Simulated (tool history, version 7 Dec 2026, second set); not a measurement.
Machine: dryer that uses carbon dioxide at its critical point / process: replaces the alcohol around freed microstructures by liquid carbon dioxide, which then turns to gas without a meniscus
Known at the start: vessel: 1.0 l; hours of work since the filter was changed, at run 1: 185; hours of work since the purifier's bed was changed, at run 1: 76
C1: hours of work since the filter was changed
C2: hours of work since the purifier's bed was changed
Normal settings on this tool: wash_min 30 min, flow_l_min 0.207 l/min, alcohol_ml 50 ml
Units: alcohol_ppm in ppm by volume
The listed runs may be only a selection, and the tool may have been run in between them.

Run 1, hour 0.0: usual settings; C1 185; C2 76. Result: alcohol_ppm 302 ppm by volume.
Run 2, hour 14.8: usual settings but wash_min 42 min; C1 190; C2 81. Result: alcohol_ppm 48 ppm by volume.
Run 3, hour 27.7: usual settings but wash_min 42 min, alcohol_ml 41 ml; C1 194; C2 86. Result: alcohol_ppm 45 ppm by volume.
Run 4, hour 33.9: usual settings; C1 197; C2 88. Result: alcohol_ppm 317 ppm by volume.
Run 5, hour 40.2: usual settings; C1 199; C2 90. Result: alcohol_ppm 313 ppm by volume.
Run 6, hour 48.4: usual settings but flow_l_min 0.260 l/min; C1 202; C2 93. Result: alcohol_ppm 95 ppm by volume.
Run 7, hour 60.8: usual settings but flow_l_min 0.260 l/min; C1 206; C2 98. Result: alcohol_ppm 91 ppm by volume.
Run 8, hour 74.0: usual settings but wash_min 25 min, flow_l_min 0.129 l/min; C1 211; C2 103. Result: alcohol_ppm 3698 ppm by volume.
Run 9, hour 82.3: usual settings but wash_min 29 min, flow_l_min 0.140 l/min; C1 214; C2 106. Result: alcohol_ppm 1918 ppm by volume.
Run 10, hour 93.3: usual settings but wash_min 29 min, flow_l_min 0.140 l/min; C1 218; C2 109. Result: alcohol_ppm 1909 ppm by volume.
Run 11, hour 105.9: usual settings but wash_min 29 min, flow_l_min 0.140 l/min; C1 222; C2 114. Result: alcohol_ppm 1924 ppm by volume.
Run 12, hour 114.0: usual settings but wash_min 29 min, flow_l_min 0.190 l/min, alcohol_ml 118 ml; C1 225; C2 117. Result: alcohol_ppm 1327 ppm by volume.
Run 13, hour 122.7: usual settings but wash_min 37 min, flow_l_min 0.140 l/min, alcohol_ml 34 ml; C1 229; C2 120. Result: alcohol_ppm 549 ppm by volume.
Run 14, hour 135.9: usual settings but wash_min 37 min, flow_l_min 0.140 l/min, alcohol_ml 34 ml; C1 233; C2 125. Result: alcohol_ppm 543 ppm by volume.

4 ways to go on from here, each from the tool as it stands after run 14. What would each give?
Run A, hour 147.0: usual settings but wash_min 34 min, flow_l_min 0.140 l/min, alcohol_ml 46 ml; C1 237; C2 129. Result: alcohol_ppm ?.
Run B, hour 147.0: usual settings but wash_min 24 min, flow_l_min 0.145 l/min, alcohol_ml 89 ml; C1 237; C2 129. Result: alcohol_ppm ?.
Run C, hour 147.0: usual settings but alcohol_ml 91 ml; C1 237; C2 129. Result: alcohol_ppm ?.
Run D, hour 147.0: usual settings but wash_min 47 min, flow_l_min 0.326 l/min, alcohol_ml 21 ml; C1 237; C2 129. Result: alcohol_ppm ?.

run  alcohol_ppm
  A          990
  B         5407
  C          577
  D           32
What these runs would have given with no unlogged condition in the tool:
run  alcohol_ppm
  A          789
  B         4629
  C          427
  D           12
